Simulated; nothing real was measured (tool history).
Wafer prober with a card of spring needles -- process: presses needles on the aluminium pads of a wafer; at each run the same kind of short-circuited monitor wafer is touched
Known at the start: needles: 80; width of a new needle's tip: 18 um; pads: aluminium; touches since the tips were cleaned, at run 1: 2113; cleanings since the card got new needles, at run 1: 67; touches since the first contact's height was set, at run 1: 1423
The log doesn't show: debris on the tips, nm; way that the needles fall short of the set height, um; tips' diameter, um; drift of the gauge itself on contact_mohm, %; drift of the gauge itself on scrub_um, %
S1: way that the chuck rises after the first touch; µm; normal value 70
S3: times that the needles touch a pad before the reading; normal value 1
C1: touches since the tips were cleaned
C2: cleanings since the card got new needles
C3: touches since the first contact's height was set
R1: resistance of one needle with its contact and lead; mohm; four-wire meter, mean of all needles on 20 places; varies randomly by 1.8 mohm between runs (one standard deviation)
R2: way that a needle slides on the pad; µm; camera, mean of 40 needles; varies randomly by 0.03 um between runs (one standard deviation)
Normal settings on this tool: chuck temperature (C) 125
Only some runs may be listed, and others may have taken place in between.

{"run": 1, "hour": 0.0, "S1": 70, "chuck temperature (C)": 125, "S3": 1, "C1": 2113, "C2": 67, "C3": 1423, "R1": 184, "R2": 11.15}
{"hour": 4.4, "done": "tips cleaned on abrasive film"}
{"hour": 14.8, "done": "tips cleaned on abrasive film"}
{"hour": 26.7, "done": "tips cleaned on abrasive film"}
{"run": 2, "hour": 27.7, "S1": 70, "chuck temperature (C)": 125, "S3": 1, "C1": 292, "C2": 70, "C3": 9482, "R1": 183, "R2": 11.17}
{"hour": 37.0, "done": "tips cleaned on abrasive film"}
{"run": 3, "hour": 43.4, "S1": 70, "chuck temperature (C)": 125, "S3": 2, "C1": 1896, "C2": 71, "C3": 14079, "R1": 185, "R2": 11.2}
{"hour": 47.6, "done": "tips cleaned on abrasive film"}
{"hour": 59.3, "done": "tips cleaned on abrasive film"}
{"run": 4, "hour": 62.5, "S1": 70, "chuck temperature (C)": 125, "S3": 2, "C1": 941, "C2": 73, "C3": 19641, "R1": 181, "R2": 11.18}
{"hour": 70.8, "done": "tips cleaned on abrasive film"}
{"hour": 81.7, "done": "tips cleaned on abrasive film"}
{"hour": 93.0, "done": "tips cleaned on abrasive film"}
{"run": 5, "hour": 98.0, "S1": 70, "chuck temperature (C)": 125, "S3": 2, "C1": 1469, "C2": 76, "C3": 30009, "R1": 185, "R2": 11.21}
{"hour": 102.8, "done": "tips cleaned on abrasive film"}
{"hour": 112.6, "done": "tips cleaned on abrasive film"}
{"hour": 124.2, "done": "tips cleaned on abrasive film"}
{"hour": 134.6, "done": "tips cleaned on abrasive film"}
{"run": 6, "hour": 134.6, "S1": 70, "chuck temperature (C)": 48, "S3": 1, "C1": 0, "C2": 80, "C3": 40661, "R1": 169, "R2": 11.19}
{"hour": 146.4, "done": "tips cleaned on abrasive film"}
{"hour": 157.5, "done": "tips cleaned on abrasive film"}
{"hour": 167.0, "done": "tips cleaned on abrasive film"}
{"run": 7, "hour": 167.0, "S1": 70, "chuck temperature (C)": 48, "S3": 1, "C1": 0, "C2": 83, "C3": 50113, "R1": 170, "R2": 11.21}
{"hour": 176.9, "done": "tips cleaned on abrasive film"}
{"hour": 187.7, "done": "tips cleaned on abrasive film"}
{"run": 8, "hour": 195.9, "S1": 62, "chuck temperature (C)": 125, "S3": 1, "C1": 2408, "C2": 85, "C3": 58565, "R1": 187, "R2": 9.97}
{"hour": 198.2, "done": "tips cleaned on abrasive film"}
{"hour": 209.1, "done": "tips cleaned on abrasive film"}
{"hour": 220.9, "done": "tips cleaned on abrasive film"}
{"run": 9, "hour": 230.2, "S1": 62, "chuck temperature (C)": 125, "S3": 1, "C1": 2713, "C2": 88, "C3": 68550, "R1": 189, "R2": 9.99}
{"hour": 232.6, "done": "tips cleaned on abrasive film"}
{"hour": 242.8, "done": "tips cleaned on abrasive film"}
{"hour": 251.6, "done": "height of the first contact set anew"}
{"hour": 254.1, "done": "tips cleaned on abrasive film"}
{"run": 10, "hour": 259.3, "S1": 70, "chuck temperature (C)": 125, "S3": 1, "C1": 1527, "C2": 91, "C3": 2219, "R1": 185, "R2": 11.21}
{"hour": 265.6, "done": "tips cleaned on abrasive film"}
{"hour": 276.2, "done": "tips cleaned on abrasive film"}
{"run": 11, "hour": 276.9, "S1": 70, "chuck temperature (C)": 125, "S3": 1, "C1": 207, "C2": 93, "C3": 7360, "R1": 188, "R2": 11.27}
{"hour": 287.3, "done": "tips cleaned on abrasive film"}
{"hour": 297.9, "done": "tips cleaned on abrasive film"}
{"run": 12, "hour": 306.8, "S1": 70, "chuck temperature (C)": 125, "S3": 1, "C1": 2627, "C2": 95, "C3": 16107, "R1": 188, "R2": 11.27}
{"hour": 308.9, "done": "tips cleaned on abrasive film"}
{"hour": 320.0, "done": "tips cleaned on abrasive film"}
{"hour": 330.3, "done": "tips cleaned on abrasive film"}
{"run": 13, "hour": 336.2, "S1": 70, "chuck temperature (C)": 26, "S3": 1, "C1": 1739, "C2": 98, "C3": 24667, "R1": 165, "R2": 11.22}
{"hour": 341.0, "done": "tips cleaned on abrasive film"}
{"hour": 352.3, "done": "tips cleaned on abrasive film"}
{"hour": 363.1, "done": "tips cleaned on abrasive film"}
{"run": 14, "hour": 367.6, "S1": 70, "chuck temperature (C)": 58, "S3": 1, "C1": 1338, "C2": 101, "C3": 33815, "R1": 172, "R2": 11.21}
{"hour": 374.4, "done": "tips cleaned on abrasive film"}
{"hour": 386.1, "done": "tips cleaned on abrasive film"}
{"run": 15, "hour": 394.2, "S1": 70, "chuck temperature (C)": 125, "S3": 3, "C1": 2369, "C2": 103, "C3": 41581, "R1": 186, "R2": 11.22}
{"hour": 395.8, "done": "tips cleaned on abrasive film"}
{"hour": 405.6, "done": "tips cleaned on abrasive film"}
{"hour": 417.4, "done": "tips cleaned on abrasive film"}
{"run": 16, "hour": 420.7, "S1": 70, "chuck temperature (C)": 125, "S3": 3, "C1": 989, "C2": 106, "C3": 49302, "R1": 183, "R2": 11.28}
{"hour": 428.5, "done": "tips cleaned on abrasive film"}
{"hour": 439.2, "done": "tips cleaned on abrasive film"}
{"hour": 450.4, "done": "tips cleaned on abrasive film"}
{"run": 17, "hour": 452.6, "S1": 70, "chuck temperature (C)": 125, "S3": 3, "C1": 657, "C2": 109, "C3": 58600, "R1": 181, "R2": 11.3}
{"hour": 462.0, "done": "tips cleaned on abrasive film"}
{"run": 18, "hour": 469.1, "S1": 70, "chuck temperature (C)": 125, "S3": 3, "C1": 2078, "C2": 110, "C3": 63412, "R1": 183, "R2": 11.29}
{"hour": 471.5, "done": "tips cleaned on abrasive film"}
{"hour": 482.2, "done": "tips cleaned on abrasive film"}
{"run": 19, "hour": 489.7, "S1": 84, "chuck temperature (C)": 31, "S3": 1, "C1": 2209, "C2": 112, "C3": 69427, "R1": 162, "R2": 13.57}
{"hour": 492.1, "done": "tips cleaned on abrasive film"}
{"hour": 503.4, "done": "tips cleaned on abrasive film"}
{"hour": 509.6, "done": "height of the first contact set anew"}
{"hour": 514.4, "done": "tips cleaned on abrasive film"}
{"run": 20, "hour": 521.7, "S1": 84, "chuck temperature (C)": 31, "S3": 1, "C1": 2155, "C2": 115, "C3": 3537, "R1": 165, "R2": 13.57}
{"hour": 524.2, "done": "tips cleaned on abrasive film"}
{"hour": 534.3, "done": "tips cleaned on abrasive film"}
{"hour": 545.2, "done": "tips cleaned on abrasive film"}
{"hour": 556.5, "done": "tips cleaned on abrasive film"}
{"run": 21, "hour": 558.6, "S1": 84, "chuck temperature (C)": 31, "S3": 1, "C1": 619, "C2": 119, "C3": 14274, "R1": 164, "R2": 13.55}
{"hour": 567.4, "done": "tips cleaned on abrasive film"}
{"run": 22, "hour": 576.0, "S1": 60, "chuck temperature (C)": 125, "S3": 1, "C1": 2535, "C2": 120, "C3": 19350, "R1": 190, "R2": 9.7}
{"hour": 578.4, "done": "tips cleaned on abrasive film"}
{"hour": 589.4, "done": "tips cleaned on abrasive film"}
{"hour": 600.6, "done": "tips cleaned on abrasive film"}
{"run": 23, "hour": 603.4, "S1": 60, "chuck temperature (C)": 125, "S3": 1, "C1": 827, "C2": 123, "C3": 27343, "R1": 186, "R2": 9.71}
{"hour": 610.6, "done": "tips cleaned on abrasive film"}
{"hour": 620.9, "done": "tips cleaned on abrasive film"}
{"run": 24, "hour": 628.7, "S1": 60, "chuck temperature (C)": 125, "S3": 1, "C1": 2282, "C2": 125, "C3": 34724, "R1": 188, "R2": 9.71}
{"hour": 631.1, "done": "tips cleaned on abrasive film"}
{"hour": 642.7, "done": "tips cleaned on abrasive film"}
{"hour": 652.8, "done": "tips cleaned on abrasive film"}
{"hour": 663.1, "done": "tips cleaned on abrasive film"}
{"run": 25, "hour": 663.1, "S1": 70, "chuck temperature (C)": 39, "S3": 1, "C1": 0, "C2": 129, "C3": 44732, "R1": 169, "R2": 11.28}
{"hour": 674.9, "done": "tips cleaned on abrasive film"}
{"hour": 686.2, "done": "tips cleaned on abrasive film"}
{"run": 26, "hour": 694.3, "S1": 70, "chuck temperature (C)": 39, "S3": 1, "C1": 2376, "C2": 131, "C3": 53861, "R1": 167, "R2": 11.36}
{"hour": 696.8, "done": "tips cleaned on abrasive film"}
{"hour": 707.1, "done": "tips cleaned on abrasive film"}
{"hour": 718.4, "done": "tips cleaned on abrasive film"}
{"run": 27, "hour": 722.8, "S1": 57, "chuck temperature (C)": 54, "S3": 1, "C1": 1313, "C2": 134, "C3": 62168, "R1": 175, "R2": 9.26}
{"hour": 728.2, "done": "tips cleaned on abrasive film"}
{"hour": 738.5, "done": "tips cleaned on abrasive film"}
{"hour": 749.0, "done": "tips cleaned on abrasive film"}
{"run": 28, "hour": 750.5, "S1": 70, "chuck temperature (C)": 125, "S3": 2, "C1": 420, "C2": 137, "C3": 70212, "R1": 181, "R2": 11.36}
{"hour": 759.3, "done": "tips cleaned on abrasive film"}
{"hour": 766.1, "done": "height of the first contact set anew"}
{"run": 29, "hour": 766.1, "S1": 54, "chuck temperature (C)": 125, "S3": 1, "C1": 1892, "C2": 138, "C3": 0, "R1": 191, "R2": 8.77}

Each row is a separate what-if for the run after 29, all from the same tool condition, not one after another. Results?
{"hour": 770.8, "done": "tips cleaned on abrasive film"}
{"hour": 781.8, "done": "tips cleaned on abrasive film"}
{"hour": 793.7, "done": "tips cleaned on abrasive film"}
{"run": "A", "hour": 796.7, "S1": 54, "chuck temperature (C)": 83, "S3": 1, "C1": 894, "C2": 141, "C3": 8930, "R1": "?", "R2": "?"}
{"hour": 770.8, "done": "tips cleaned on abrasive film"}
{"hour": 781.8, "done": "tips cleaned on abrasive film"}
{"hour": 793.7, "done": "tips cleaned on abrasive film"}
{"run": "B", "hour": 796.7, "S1": 54, "chuck temperature (C)": 37, "S3": 1, "C1": 894, "C2": 141, "C3": 8930, "R1": "?", "R2": "?"}
{"hour": 770.8, "done": "tips cleaned on abrasive film"}
{"hour": 781.8, "done": "tips cleaned on abrasive film"}
{"hour": 793.7, "done": "tips cleaned on abrasive film"}
{"run": "C", "hour": 796.7, "S1": 51, "chuck temperature (C)": 125, "S3": 1, "C1": 894, "C2": 141, "C3": 8930, "R1": "?", "R2": "?"}
{"hour": 770.8, "done": "tips cleaned on abrasive film"}
{"hour": 781.8, "done": "tips cleaned on abrasive film"}
{"hour": 793.7, "done": "tips cleaned on abrasive film"}
{"run": "D", "hour": 796.7, "S1": 57, "chuck temperature (C)": 25, "S3": 2, "C1": 894, "C2": 141, "C3": 8930, "R1": "?", "R2": "?"}

run=A R1=184 R2=8.79
run=B R1=170 R2=8.81
run=C R1=187 R2=8.31
run=D R1=169 R2=9.25
What these runs would have given with no unlogged condition in the tool:
run=A R1=184 R2=8.62
run=B R1=170 R2=8.65
run=C R1=187 R2=8.16
run=D R1=169 R2=9.08
